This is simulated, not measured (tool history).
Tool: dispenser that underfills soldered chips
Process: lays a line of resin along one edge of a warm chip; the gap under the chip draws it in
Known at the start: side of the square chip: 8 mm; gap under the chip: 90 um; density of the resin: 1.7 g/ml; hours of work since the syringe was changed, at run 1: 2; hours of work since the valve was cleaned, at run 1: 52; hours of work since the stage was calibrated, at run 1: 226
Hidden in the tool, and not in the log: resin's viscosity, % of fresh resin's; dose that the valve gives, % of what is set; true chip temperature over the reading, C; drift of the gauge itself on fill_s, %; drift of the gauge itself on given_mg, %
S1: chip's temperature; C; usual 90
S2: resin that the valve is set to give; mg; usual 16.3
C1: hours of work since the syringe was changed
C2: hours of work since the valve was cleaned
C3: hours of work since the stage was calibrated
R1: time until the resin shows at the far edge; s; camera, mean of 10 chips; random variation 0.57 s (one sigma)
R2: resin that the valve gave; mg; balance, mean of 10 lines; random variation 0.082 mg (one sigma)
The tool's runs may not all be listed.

run,hour,S1,S2,C1,C2,C3,R1,R2
1,0,90,16.3,2,52,226,55.6,15.86
# hour 6.6: new syringe of resin
# hour 15.9: new syringe of resin
2,16.6,98,16.3,1,63,237,34.7,15.69
# hour 25.9: new syringe of resin
3,28.2,98,16.3,2,70,245,38.4,15.83
# hour 34.9: dispensing valve cleaned and set on the balance
# hour 36.3: new syringe of resin
4,36.5,98,16.3,0,1,249,34.1,16.32
# hour 45.8: new syringe of resin
5,48.1,90,15.9,2,9,257,52.1,15.81
# hour 55.7: new syringe of resin
6,59.9,90,16.3,3,17,265,56.9,16.06
# hour 65.8: new syringe of resin
7,67.8,90,16.3,1,22,270,50.8,15.98
# hour 75.6: new syringe of resin
8,79.9,90,16.3,3,30,279,56.6,15.95
# hour 86: new syringe of resin
9,93.4,90,16.3,5,39,288,64.6,15.83
# hour 95.9: new syringe of resin
10,104.5,85,16.3,6,47,295,85,15.91
# hour 106.2: new syringe of resin
11,112,95,16.3,4,52,300,49.8,15.87
# hour 115.8: new syringe of resin
# hour 125: new syringe of resin
12,125.1,90,15.7,0,60,309,47.1,15
# hour 134.4: new syringe of resin
13,137.6,92,14.4,2,69,317,50,13.88
# hour 144.8: new syringe of resin
# hour 147.3: dispensing valve cleaned and set on the balance
14,147.3,95,15,1,0,323,40.3,14.84
# hour 155: new syringe of resin
15,163.7,92,15,6,11,334,62.5,14.78
# hour 165: new syringe of resin
# hour 175.2: new syringe of resin
16,178.7,92,15,2,21,344,50.5,14.86

Forecast run 17:
# hour 184.6: new syringe of resin
17,187.9,92,15,2,27,351,?,?

Run 17 gave R1 49.6 s, R2 14.74 mg.
Without the tool's hidden state the same run would have given R1 45.5 s, R2 14.97 mg.
